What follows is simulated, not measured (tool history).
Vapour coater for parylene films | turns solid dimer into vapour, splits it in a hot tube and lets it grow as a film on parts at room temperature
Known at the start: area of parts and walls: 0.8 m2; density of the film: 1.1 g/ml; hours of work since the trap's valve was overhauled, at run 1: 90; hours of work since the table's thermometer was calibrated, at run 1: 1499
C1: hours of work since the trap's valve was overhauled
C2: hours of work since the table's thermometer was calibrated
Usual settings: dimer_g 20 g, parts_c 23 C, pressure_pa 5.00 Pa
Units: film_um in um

run 1 hour=0.0 | dimer_g=20 parts_c=23 pressure_pa=5.00 | C1=90 C2=1499 | film_um=17.21
run 2 hour=41.0 | dimer_g=20 parts_c=30 pressure_pa=5.00 | C1=114 C2=1523 | film_um=14.57
run 3 hour=102.8 | dimer_g=20 parts_c=23 pressure_pa=5.00 | C1=151 C2=1560 | film_um=16.91
run 4 hour=163.8 | dimer_g=20 parts_c=23 pressure_pa=5.00 | C1=187 C2=1596 | film_um=16.82
run 5 hour=204.4 | dimer_g=20 parts_c=21 pressure_pa=5.00 | C1=211 C2=1620 | film_um=17.41
run 6 hour=245.9 | dimer_g=20 parts_c=21 pressure_pa=5.00 | C1=236 C2=1645 | film_um=17.31
run 7 hour=292.4 | dimer_g=27 parts_c=23 pressure_pa=5.00 | C1=263 C2=1672 | film_um=22.35
run 8 hour=347.7 | dimer_g=27 parts_c=23 pressure_pa=5.00 | C1=296 C2=1705 | film_um=22.15
run 9 hour=383.7 | dimer_g=20 parts_c=22 pressure_pa=5.00 | C1=317 C2=1726 | film_um=16.54
run 10 hour=428.6 | dimer_g=20 parts_c=22 pressure_pa=5.00 | C1=344 C2=1753 | film_um=16.56
run 11 hour=455.7 | dimer_g=20 parts_c=22 pressure_pa=5.00 | C1=360 C2=1769 | film_um=16.52
run 12 hour=508.1 | dimer_g=20 parts_c=22 pressure_pa=5.00 | C1=391 C2=1800 | film_um=16.23
run 13 hour=534.4 | dimer_g=20 parts_c=22 pressure_pa=5.00 | C1=406 C2=1816 | film_um=16.18
run 14 hour=596.5 | dimer_g=20 parts_c=22 pressure_pa=5.00 | C1=443 C2=1852 | film_um=15.90
run 15 hour=635.4 | dimer_g=20 parts_c=23 pressure_pa=5.00 | C1=466 C2=1875 | film_um=15.68
-- hour=659.7 trap's valve overhauled
run 16 hour=680.5 | dimer_g=20 parts_c=23 pressure_pa=5.00 | C1=12 C2=1900 | film_um=17.41
run 17 hour=713.0 | dimer_g=20 parts_c=23 pressure_pa=5.00 | C1=32 C2=1919 | film_um=17.59
run 18 hour=744.7 | dimer_g=26 parts_c=23 pressure_pa=5.00 | C1=50 C2=1938 | film_um=22.60
run 19 hour=800.8 | dimer_g=26 parts_c=23 pressure_pa=5.00 | C1=84 C2=1971 | film_um=22.54
run 20 hour=838.0 | dimer_g=20 parts_c=23 pressure_pa=5.00 | C1=106 C2=1993 | film_um=17.53
run 21 hour=895.7 | dimer_g=20 parts_c=23 pressure_pa=5.00 | C1=140 C2=2027 | film_um=17.04
run 22 hour=939.2 | dimer_g=20 parts_c=23 pressure_pa=5.00 | C1=165 C2=2053 | film_um=16.94
run 23 hour=975.8 | dimer_g=20 parts_c=23 pressure_pa=5.00 | C1=187 C2=2074 | film_um=16.72
-- hour=1012.0 table's thermometer calibrated
run 24 hour=1033.0 | dimer_g=20 parts_c=23 pressure_pa=5.00 | C1=220 C2=12 | film_um=16.71
run 25 hour=1083.7 | dimer_g=20 parts_c=23 pressure_pa=5.00 | C1=250 C2=42 | film_um=16.55
run 26 hour=1111.9 | dimer_g=20 parts_c=23 pressure_pa=5.00 | C1=267 C2=59 | film_um=16.68
run 27 hour=1149.5 | dimer_g=15 parts_c=27 pressure_pa=5.66 | C1=289 C2=81 | film_um=11.08
run 28 hour=1212.4 | dimer_g=23 parts_c=23 pressure_pa=3.52 | C1=327 C2=119 | film_um=20.38
run 29 hour=1255.1 | dimer_g=20 parts_c=19 pressure_pa=2.28 | C1=352 C2=144 | film_um=20.24
run 30 hour=1295.9 | dimer_g=25 parts_c=24 pressure_pa=5.00 | C1=376 C2=168 | film_um=19.83
-- hour=1339.2 table's thermometer calibrated, once more
run 31 hour=1358.0 | dimer_g=25 parts_c=28 pressure_pa=3.78 | C1=412 C2=11 | film_um=18.17
run 32 hour=1407.1 | dimer_g=20 parts_c=17 pressure_pa=5.00 | C1=441 C2=40 | film_um=17.78
run 33 hour=1465.1 | dimer_g=20 parts_c=17 pressure_pa=5.00 | C1=476 C2=75 | film_um=17.49
-- hour=1474.5 trap's valve overhauled
run 34 hour=1515.9 | dimer_g=20 parts_c=23 pressure_pa=5.00 | C1=25 C2=102 | film_um=16.99
run 35 hour=1558.0 | dimer_g=8 parts_c=18 pressure_pa=6.94 | C1=49 C2=127 | film_um=7.19
run 36 hour=1589.5 | dimer_g=34 parts_c=24 pressure_pa=11.35 | C1=68 C2=146 | film_um=24.07
run 37 hour=1640.3 | dimer_g=34 parts_c=24 pressure_pa=11.35 | C1=98 C2=176 | film_um=24.00
run 38 hour=1679.9 | dimer_g=20 parts_c=23 pressure_pa=11.90 | C1=122 C2=199 | film_um=14.39
run 39 hour=1720.7 | dimer_g=20 parts_c=23 pressure_pa=11.90 | C1=146 C2=223 | film_um=14.28
run 40 hour=1757.7 | dimer_g=20 parts_c=24 pressure_pa=5.00 | C1=168 C2=245 | film_um=16.35
run 41 hour=1810.2 | dimer_g=17 parts_c=24 pressure_pa=4.35 | C1=199 C2=276 | film_um=13.84
run 42 hour=1836.2 | dimer_g=16 parts_c=21 pressure_pa=5.46 | C1=214 C2=292 | film_um=13.54
run 43 hour=1885.3 | dimer_g=11 parts_c=22 pressure_pa=5.00 | C1=243 C2=321 | film_um=9.21
run 44 hour=1943.1 | dimer_g=14 parts_c=22 pressure_pa=2.54 | C1=277 C2=355 | film_um=12.97
run 45 hour=1983.4 | dimer_g=14 parts_c=22 pressure_pa=2.54 | C1=301 C2=379 | film_um=12.95
run 46 hour=2030.2 | dimer_g=10 parts_c=28 pressure_pa=3.96 | C1=329 C2=407 | film_um=7.46

Forecast each of these 3 alternatives for the next run:
run A hour=2059.3 | dimer_g=10 parts_c=23 pressure_pa=4.76 | C1=346 C2=424 | film_um=?
run B hour=2059.3 | dimer_g=19 parts_c=34 pressure_pa=2.14 | C1=346 C2=424 | film_um=?
run C hour=2059.3 | dimer_g=25 parts_c=23 pressure_pa=5.00 | C1=346 C2=424 | film_um=?

run=A film_um=8.02
run=B film_um=13.57
run=C film_um=19.57
Without the tool's hidden state the same runs would have given:
run=A film_um=8.73
run=B film_um=14.78
run=C film_um=21.31
